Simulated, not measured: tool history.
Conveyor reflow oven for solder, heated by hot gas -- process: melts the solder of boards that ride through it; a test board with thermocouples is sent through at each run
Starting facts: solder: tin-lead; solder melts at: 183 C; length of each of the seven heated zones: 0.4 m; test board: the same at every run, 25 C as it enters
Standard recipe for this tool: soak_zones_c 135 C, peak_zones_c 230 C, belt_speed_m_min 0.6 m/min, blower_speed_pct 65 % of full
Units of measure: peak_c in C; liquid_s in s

run   hour  soak_zones_c  peak_zones_c  belt_speed_m_min  blower_speed_pct  peak_c  liquid_s
  1      0           135           230               0.6                65   208.3      49.7
      64.4  -- flux residue cleaned out of gas plates and filters
  2   66.4           135           230             0.521                65   213.3      64.6
  3    136           148           230               0.6                65   211.3      58.1
  4  185.8           135           230               0.6                65   208.7      49.8
  5  239.2           122           230               0.6                65   205.6      41.6
  6  296.4           122           230               0.6                65     205      42.1
     370.8  -- flux residue cleaned out of gas plates and filters
  7    392           122           230               0.6                65   205.4      42.5
  8    437           122           230               0.6                65   205.5      42.4
  9    483           122           230               0.6                65   205.4        42
 10  536.7           122           230               0.6                65     205      42.1
 11  590.9           120           223               0.6                65     198      32.4
     675.4  -- flux residue cleaned out of gas plates and filters
 12  675.9           120           223               0.6                65   198.7      33.5
 13  718.9           135           235             0.501                58   216.4      70.3
 14  787.8           135           235             0.691                57   203.9      37.9
 15  841.6           143           236             0.601                57   212.1      56.5
 16  914.1           147           236             0.601                57   212.5        59
 17  954.3           131           235              0.62                51   205.1        42
     978.7  -- flux residue cleaned out of gas plates and filters
 18   1011           126           224             0.677                75   197.7      29.5

Pick out some run-to-run changes in peak_c. Of each, how much would a tool without hidden state show as well, from the settings, what came in and chance, and how much is left for the hidden state and any gauge scatter not in both results compared?
Hidden state present: heat that the gas passes to the board, % of a clean oven's; belt's true speed, % of the reading; true gas temperature in zones 6 and 7 over the reading, C; drift of the gauge itself on peak_c, C; drift of the gauge itself on liquid_s, %.
Run 1 -> 2: belt_speed_m_min 0.6 -> 0.521, flux residue cleaned out of gas plates and filters. peak_c +5 C: hidden state +0.7, all else +4.3.
Run 12 -> 13: soak_zones_c 120 -> 135, peak_zones_c 223 -> 235, belt_speed_m_min 0.6 -> 0.501, blower_speed_pct 65 -> 58. peak_c +17.7 C: hidden state -0.2, all else +17.9.

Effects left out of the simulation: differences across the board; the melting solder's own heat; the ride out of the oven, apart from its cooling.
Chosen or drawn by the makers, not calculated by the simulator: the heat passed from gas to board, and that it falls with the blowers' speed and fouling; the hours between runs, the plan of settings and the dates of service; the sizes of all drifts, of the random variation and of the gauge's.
